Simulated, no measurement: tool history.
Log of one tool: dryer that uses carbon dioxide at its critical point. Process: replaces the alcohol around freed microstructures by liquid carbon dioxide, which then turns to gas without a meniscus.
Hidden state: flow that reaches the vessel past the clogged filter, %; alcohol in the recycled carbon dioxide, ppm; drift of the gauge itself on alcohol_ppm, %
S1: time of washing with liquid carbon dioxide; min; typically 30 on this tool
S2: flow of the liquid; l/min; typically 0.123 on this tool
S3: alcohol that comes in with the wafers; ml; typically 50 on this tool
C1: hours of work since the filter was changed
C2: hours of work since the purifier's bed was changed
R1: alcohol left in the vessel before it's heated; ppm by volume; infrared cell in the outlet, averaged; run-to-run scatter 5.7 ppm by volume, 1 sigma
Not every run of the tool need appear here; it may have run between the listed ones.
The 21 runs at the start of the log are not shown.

run    hour  S1     S2   S3   C1   C2    R1
 22   774.2  30  0.087   84  226  747  2674
 23   796.3  39  0.126   25  243  764    67
 24   821.8  32  0.131   50  264  784   196
 25   852.6  32  0.168   50  288  809    73
 26   890.7  32  0.168   50  319  839    74
 27   929.2  32  0.168   50  349  870    90
 28   968.3  32  0.168   50  380  901    84
      982.2  -- inlet filter changed
 29  1017.5  41  0.123  112   28  939    94
 30  1061.4  41  0.123  112   63  974    95
 31  1084.7  41  0.123  112   82  993   104

Run 32 has not been measured yet. What should we expect?
 32  1118.3  30  0.183  58  108  1020   ?

Run 32 produced R1 64 ppm by volume.
With the hidden condition absent and the run-to-run variation left alone, this run would have shown R1 10 ppm by volume.
